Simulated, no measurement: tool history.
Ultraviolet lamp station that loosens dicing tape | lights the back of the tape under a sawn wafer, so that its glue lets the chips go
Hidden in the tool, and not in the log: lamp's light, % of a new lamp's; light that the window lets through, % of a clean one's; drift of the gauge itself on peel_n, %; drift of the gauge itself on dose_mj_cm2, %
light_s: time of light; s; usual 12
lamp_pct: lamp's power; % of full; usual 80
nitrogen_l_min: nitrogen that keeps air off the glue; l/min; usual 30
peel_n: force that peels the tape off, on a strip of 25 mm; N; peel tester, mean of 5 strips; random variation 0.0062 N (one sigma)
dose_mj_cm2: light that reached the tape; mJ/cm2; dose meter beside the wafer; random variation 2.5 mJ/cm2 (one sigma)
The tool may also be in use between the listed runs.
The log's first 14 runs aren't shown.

run     day  light_s  lamp_pct  nitrogen_l_min  hours of work of the lamp  hours of work since the window was cleaned  peel_n  dose_mj_cm2
      6.575  -- window cleaned of glue's vapour
 15   6.962       12        80              30                        694                                           7   0.422          217
 16   7.342       12        80              30                        701                                          14   0.407          214
 17   8.021       12        80              30                        714                                          27   0.432          211
 18   8.321       12        80              30                        720                                          33   0.427          207
 19   8.942       12        80              30                        731                                          44   0.436          207
 20    9.25       12        80              30                        737                                          50   0.456          208
 21     9.7       12        80              30                        746                                          59   0.442          208
 22  10.025       12        80              30                        752                                          65   0.444          205
 23  10.446       12        80              30                        760                                          73   0.445          206
 24  11.138       15        79              30                        773                                          86   0.305          249
 25  11.642       15        79              30                        782                                          95   0.304          249
 26  12.162       13        79              30                        792                                         105   0.419          211
 27  12.762        8        89              30                        803                                         116   0.781          144
 28  13.146        6        93              15                        810                                         123    1.47          114
 29  13.475        6        93              15                        816                                         129   1.418          118
 30  13.908        6        93              15                        825                                         138   1.444          111

Run 31 comes next. What will it give?
 31  14.562        6        93              15                        837                                         150       ?            ?

Run 31 gave peel_n 1.454 N, dose_mj_cm2 112 mJ/cm2.
Without the tool's hidden state the same run would have given peel_n 0.838 N, dose_mj_cm2 183 mJ/cm2.

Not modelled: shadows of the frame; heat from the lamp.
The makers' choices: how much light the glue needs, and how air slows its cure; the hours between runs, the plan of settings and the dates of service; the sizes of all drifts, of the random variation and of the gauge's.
